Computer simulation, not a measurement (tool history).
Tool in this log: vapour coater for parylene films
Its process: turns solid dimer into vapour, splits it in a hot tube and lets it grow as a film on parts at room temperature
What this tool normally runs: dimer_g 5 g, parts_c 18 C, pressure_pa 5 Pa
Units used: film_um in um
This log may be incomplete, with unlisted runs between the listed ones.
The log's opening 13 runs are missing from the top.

Run 14, hour 513.7: usual settings. Result: film_um 0.718 um.
Run 15, hour 573.1: usual settings. Result: film_um 0.722 um.
Run 16, hour 623.8: usual settings but pressure_pa 11.67 Pa. Result: film_um 0.628 um.
Run 17, hour 657.4: usual settings but parts_c 13 C, pressure_pa 11.67 Pa. Result: film_um 0.738 um.
Run 18, hour 716.7: usual settings but parts_c 13 C, pressure_pa 11.67 Pa. Result: film_um 0.737 um.
Run 19, hour 769.8: usual settings but dimer_g 7 g, pressure_pa 5.89 Pa. Result: film_um 0.969 um.
Run 20, hour 818.9: usual settings but dimer_g 7 g, pressure_pa 5.89 Pa. Result: film_um 0.987 um.
Run 21, hour 870.1: usual settings but dimer_g 3 g, pressure_pa 9.08 Pa. Result: film_um 0.4 um.
Run 22, hour 916.6: usual settings but dimer_g 7 g, pressure_pa 4.4 Pa. Result: film_um 1.01 um.
Run 23, hour 966.7: usual settings but parts_c 15 C, pressure_pa 6.95 Pa. Result: film_um 0.749 um.
Run 24, hour 1021.1: usual settings but dimer_g 3 g, parts_c 13 C, pressure_pa 3.07 Pa. Result: film_um 0.529 um.
Run 25, hour 1074: usual settings but dimer_g 3 g, parts_c 11 C, pressure_pa 10.9 Pa. Result: film_um 0.474 um.
At hour 1109.2: trap's valve overhauled.
Run 26, hour 1136.7: usual settings but parts_c 29 C, pressure_pa 10.72 Pa. Result: film_um 0.484 um.
Run 27, hour 1191.4: usual settings but parts_c 29 C, pressure_pa 10.72 Pa. Result: film_um 0.477 um.
Run 28, hour 1249.4: usual settings but dimer_g 7 g, parts_c 29 C, pressure_pa 2.8 Pa. Result: film_um 0.801 um.
Run 29, hour 1300.4: usual settings but dimer_g 7 g, parts_c 29 C, pressure_pa 2.8 Pa. Result: film_um 0.81 um.
Run 30, hour 1343.4: usual settings but dimer_g 7 g, parts_c 29 C, pressure_pa 2.8 Pa. Result: film_um 0.795 um.
Run 31, hour 1382.2: usual settings but dimer_g 7 g, pressure_pa 2.8 Pa. Result: film_um 1.133 um.
Run 32, hour 1422.2: usual settings but dimer_g 3 g, parts_c 27 C, pressure_pa 6.85 Pa. Result: film_um 0.34 um.
Run 33, hour 1469.5: usual settings but dimer_g 3 g, parts_c 27 C, pressure_pa 6.85 Pa. Result: film_um 0.315 um.
Run 34, hour 1515.1: usual settings but dimer_g 3 g, parts_c 27 C, pressure_pa 6.85 Pa. Result: film_um 0.319 um.
Run 35, hour 1549.5: usual settings but dimer_g 3 g, parts_c 27 C, pressure_pa 6.85 Pa. Result: film_um 0.319 um.

Each row is a separate what-if for the run after 35, all from the same tool condition, not one after another. Results?
Run A, hour 1603.5: usual settings but parts_c 20 C. Result: film_um ?.
Run B, hour 1603.5: usual settings but dimer_g 3 g, parts_c 11 C, pressure_pa 3.5 Pa. Result: film_um ?.
Run C, hour 1603.5: usual settings but dimer_g 3 g, parts_c 27 C, pressure_pa 11.87 Pa. Result: film_um ?.
Run D, hour 1603.5: usual settings but dimer_g 6 g, pressure_pa 8.58 Pa. Result: film_um ?.

run  film_um
  A    0.676
  B    0.587
  C    0.279
  D    0.815
With no hidden state in the tool, these same runs would have given:
run  film_um
  A    0.684
  B    0.593
  C    0.282
  D    0.824

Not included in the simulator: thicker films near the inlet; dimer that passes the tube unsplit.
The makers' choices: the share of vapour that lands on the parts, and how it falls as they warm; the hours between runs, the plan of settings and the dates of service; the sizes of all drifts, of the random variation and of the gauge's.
